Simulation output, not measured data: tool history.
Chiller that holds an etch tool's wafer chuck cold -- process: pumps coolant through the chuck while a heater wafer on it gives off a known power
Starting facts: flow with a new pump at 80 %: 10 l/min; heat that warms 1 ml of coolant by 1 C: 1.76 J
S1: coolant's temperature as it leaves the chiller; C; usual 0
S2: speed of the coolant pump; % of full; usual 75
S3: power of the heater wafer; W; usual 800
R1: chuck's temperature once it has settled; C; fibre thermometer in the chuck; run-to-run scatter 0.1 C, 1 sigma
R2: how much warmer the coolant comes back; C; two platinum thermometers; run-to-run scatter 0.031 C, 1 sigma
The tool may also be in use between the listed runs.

run 1 day=0 | S1=0 S2=75 S3=800 | R1=10.3 R2=2.98
run 2 day=2.967 | S1=0 S2=75 S3=800 | R1=10.5 R2=3.05
run 3 day=5.725 | S1=0 S2=75 S3=800 | R1=10.5 R2=3.05
run 4 day=7.767 | S1=0 S2=75 S3=800 | R1=10.5 R2=3.01
run 5 day=11.179 | S1=0 S2=75 S3=469 | R1=6.4 R2=1.74
run 6 day=12.767 | S1=0 S2=75 S3=1122 | R1=14.8 R2=4.37
run 7 day=14.921 | S1=-3 S2=63 S3=541 | R1=5.1 R2=2.5
-- day=15.283 coolant pump overhauled
run 8 day=18.546 | S1=-3 S2=77 S3=1106 | R1=12.1 R2=4.22
run 9 day=21.062 | S1=-3 S2=77 S3=1106 | R1=12 R2=4.25
run 10 day=24.479 | S1=-3 S2=77 S3=1106 | R1=12.1 R2=4.36
run 11 day=27.388 | S1=6 S2=64 S3=586 | R1=15.2 R2=2.74
run 12 day=29.529 | S1=0 S2=75 S3=691 | R1=9.8 R2=2.72

Predict each of these 5 candidate next runs independently; none follows another, all start after run 12:
run A day=31.412 | S1=0 S2=84 S3=564 | R1=? R2=?
run B day=31.412 | S1=5 S2=75 S3=691 | R1=? R2=?
run C day=31.412 | S1=0 S2=85 S3=975 | R1=? R2=?
run D day=31.412 | S1=0 S2=75 S3=942 | R1=? R2=?
run E day=31.412 | S1=-1 S2=75 S3=691 | R1=? R2=?

run=A R1=7.8 R2=2.03
run=B R1=15 R2=2.77
run=C R1=12.8 R2=3.38
run=D R1=13.4 R2=3.83
run=E R1=8.9 R2=2.79
With no hidden state in the tool, these same runs would have given:
run=A R1=5.4 R2=1.83
run=B R1=12.1 R2=2.49
run=C R1=9.2 R2=3.04
run=D R1=9.6 R2=3.46
run=E R1=6 R2=2.51

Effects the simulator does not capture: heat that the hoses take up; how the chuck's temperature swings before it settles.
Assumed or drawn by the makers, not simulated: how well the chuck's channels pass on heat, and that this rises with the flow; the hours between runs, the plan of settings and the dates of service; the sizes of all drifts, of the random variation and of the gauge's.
